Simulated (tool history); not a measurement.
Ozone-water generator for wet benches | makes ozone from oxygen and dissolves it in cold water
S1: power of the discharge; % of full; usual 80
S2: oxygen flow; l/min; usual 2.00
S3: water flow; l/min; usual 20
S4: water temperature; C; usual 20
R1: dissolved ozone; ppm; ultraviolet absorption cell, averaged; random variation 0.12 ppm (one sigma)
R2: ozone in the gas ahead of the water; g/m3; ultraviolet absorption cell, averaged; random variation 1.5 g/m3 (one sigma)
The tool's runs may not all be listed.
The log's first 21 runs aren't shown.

Run 22, day 63.325: usual settings but S1 67 % of full, S2 1.18 l/min, S4 15 C. Result: R1 7.9 ppm, R2 280.3 g/m3.
Run 23, day 65.346: usual settings but S1 74 % of full, S2 1.18 l/min, S3 30 l/min, S4 28 C. Result: R1 4.7 ppm, R2 306.7 g/m3.
Run 24, day 67.583: usual settings but S1 49 % of full, S2 1.09 l/min, S3 30 l/min, S4 28 C. Result: R1 3.3 ppm, R2 227.7 g/m3.
Run 25, day 69.725: usual settings but S1 49 % of full, S2 1.09 l/min, S3 30 l/min, S4 28 C. Result: R1 3.3 ppm, R2 228.9 g/m3.
Run 26, day 73.233: usual settings but S1 93 % of full, S2 2.16 l/min. Result: R1 12.2 ppm, R2 280.9 g/m3.
Run 27, day 75.275: usual settings but S1 78 % of full, S2 1.31 l/min, S3 17 l/min. Result: R1 11.2 ppm, R2 304.2 g/m3.
Run 28, day 78.058: usual settings but S1 87 % of full, S3 15 l/min, S4 14 C. Result: R1 17.0 ppm, R2 277.8 g/m3.
Run 29, day 80.783: usual settings but S1 87 % of full, S3 15 l/min, S4 14 C. Result: R1 16.9 ppm, R2 274.2 g/m3.
Run 30, day 82.975: usual settings but S1 64 % of full. Result: R1 8.9 ppm, R2 215.7 g/m3.
Run 31, day 86.725: usual settings but S1 64 % of full. Result: R1 8.9 ppm, R2 212.6 g/m3.
Run 32, day 88.721: usual settings but S1 64 % of full. Result: R1 9.0 ppm, R2 214.2 g/m3.
Run 33, day 92.796: usual settings but S1 64 % of full, S3 22 l/min. Result: R1 7.8 ppm, R2 212.4 g/m3.

3 ways to go on from here, each from the tool as it stands after run 33. What would each give?
Run A, day 95.025: usual settings but S1 54 % of full, S3 32 l/min. Result: R1 ?, R2 ?.
Run B, day 95.025: usual settings but S1 42 % of full, S3 15 l/min. Result: R1 ?, R2 ?.
Run C, day 95.025: usual settings but S2 2.99 l/min, S4 18 C. Result: R1 ?, R2 ?.

run    R1     R2
  A   4.2  186.2
  B   8.9  153.4
  C  12.1  214.0
Without the tool's hidden state the same runs would have given:
run    R1     R2
  A   4.6  201.9
  B   9.6  162.8
  C  13.8  239.9
